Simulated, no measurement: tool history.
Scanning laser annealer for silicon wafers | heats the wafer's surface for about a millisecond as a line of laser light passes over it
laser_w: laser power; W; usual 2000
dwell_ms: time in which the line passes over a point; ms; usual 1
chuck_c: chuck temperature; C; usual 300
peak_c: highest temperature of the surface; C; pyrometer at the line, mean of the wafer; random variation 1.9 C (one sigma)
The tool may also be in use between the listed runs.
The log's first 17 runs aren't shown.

{"run": 18, "hour": 852.1, "laser_w": 2000, "dwell_ms": 0.78, "chuck_c": 300, "peak_c": 993}
{"run": 19, "hour": 919.1, "laser_w": 1851, "dwell_ms": 1, "chuck_c": 300, "peak_c": 1011}
{"hour": 956.4, "done": "window over the wafer cleaned, once more"}
{"run": 20, "hour": 956.4, "laser_w": 1851, "dwell_ms": 1, "chuck_c": 300, "peak_c": 1057}
{"run": 21, "hour": 1015.0, "laser_w": 1851, "dwell_ms": 1, "chuck_c": 300, "peak_c": 1054}
{"run": 22, "hour": 1052.2, "laser_w": 1851, "dwell_ms": 1, "chuck_c": 300, "peak_c": 1051}
{"run": 23, "hour": 1106.5, "laser_w": 1785, "dwell_ms": 1, "chuck_c": 300, "peak_c": 1020}
{"run": 24, "hour": 1178.1, "laser_w": 1785, "dwell_ms": 1, "chuck_c": 293, "peak_c": 1009}
{"hour": 1193.9, "done": "optics aligned, line set to its width"}
{"run": 25, "hour": 1247.2, "laser_w": 1888, "dwell_ms": 1.16, "chuck_c": 284, "peak_c": 1112}
{"run": 26, "hour": 1306.8, "laser_w": 1888, "dwell_ms": 1.16, "chuck_c": 284, "peak_c": 1113}
{"run": 27, "hour": 1367.9, "laser_w": 2000, "dwell_ms": 0.94, "chuck_c": 290, "peak_c": 1086}
{"run": 28, "hour": 1444.3, "laser_w": 1808, "dwell_ms": 0.87, "chuck_c": 296, "peak_c": 980}
{"run": 29, "hour": 1510.7, "laser_w": 1808, "dwell_ms": 0.87, "chuck_c": 296, "peak_c": 973}
{"run": 30, "hour": 1577.8, "laser_w": 2098, "dwell_ms": 1.01, "chuck_c": 337, "peak_c": 1194}
{"run": 31, "hour": 1625.9, "laser_w": 2098, "dwell_ms": 1.01, "chuck_c": 337, "peak_c": 1194}
{"run": 32, "hour": 1674.6, "laser_w": 1822, "dwell_ms": 1.01, "chuck_c": 337, "peak_c": 1069}
{"run": 33, "hour": 1709.1, "laser_w": 1822, "dwell_ms": 1.01, "chuck_c": 337, "peak_c": 1071}
{"run": 34, "hour": 1762.2, "laser_w": 1822, "dwell_ms": 1.01, "chuck_c": 337, "peak_c": 1066}
{"run": 35, "hour": 1825.9, "laser_w": 1926, "dwell_ms": 1.01, "chuck_c": 337, "peak_c": 1108}
{"run": 36, "hour": 1892.0, "laser_w": 1926, "dwell_ms": 1.01, "chuck_c": 337, "peak_c": 1107}
{"hour": 1909.9, "done": "window over the wafer cleaned"}
{"run": 37, "hour": 1969.2, "laser_w": 1926, "dwell_ms": 1.01, "chuck_c": 337, "peak_c": 1131}
{"run": 38, "hour": 2025.2, "laser_w": 1926, "dwell_ms": 1.01, "chuck_c": 337, "peak_c": 1130}
{"run": 39, "hour": 2096.5, "laser_w": 2111, "dwell_ms": 0.89, "chuck_c": 308, "peak_c": 1128}
{"run": 40, "hour": 2164.5, "laser_w": 1831, "dwell_ms": 1.24, "chuck_c": 292, "peak_c": 1116}

4 ways to go on from here, each from the tool as it stands after run 40. What would each give?
{"run": "A", "hour": 2237.6, "laser_w": 2000, "dwell_ms": 1.14, "chuck_c": 300, "peak_c": "?"}
{"run": "B", "hour": 2237.6, "laser_w": 2000, "dwell_ms": 0.71, "chuck_c": 300, "peak_c": "?"}
{"run": "C", "hour": 2237.6, "laser_w": 2000, "dwell_ms": 1.22, "chuck_c": 328, "peak_c": "?"}
{"run": "D", "hour": 2237.6, "laser_w": 2000, "dwell_ms": 1, "chuck_c": 333, "peak_c": "?"}

run=A peak_c=1167
run=B peak_c=988
run=C peak_c=1224
run=D peak_c=1145
Without the tool's hidden state the same runs would have given:
run=A peak_c=1197
run=B peak_c=1011
run=C peak_c=1254
run=D peak_c=1172

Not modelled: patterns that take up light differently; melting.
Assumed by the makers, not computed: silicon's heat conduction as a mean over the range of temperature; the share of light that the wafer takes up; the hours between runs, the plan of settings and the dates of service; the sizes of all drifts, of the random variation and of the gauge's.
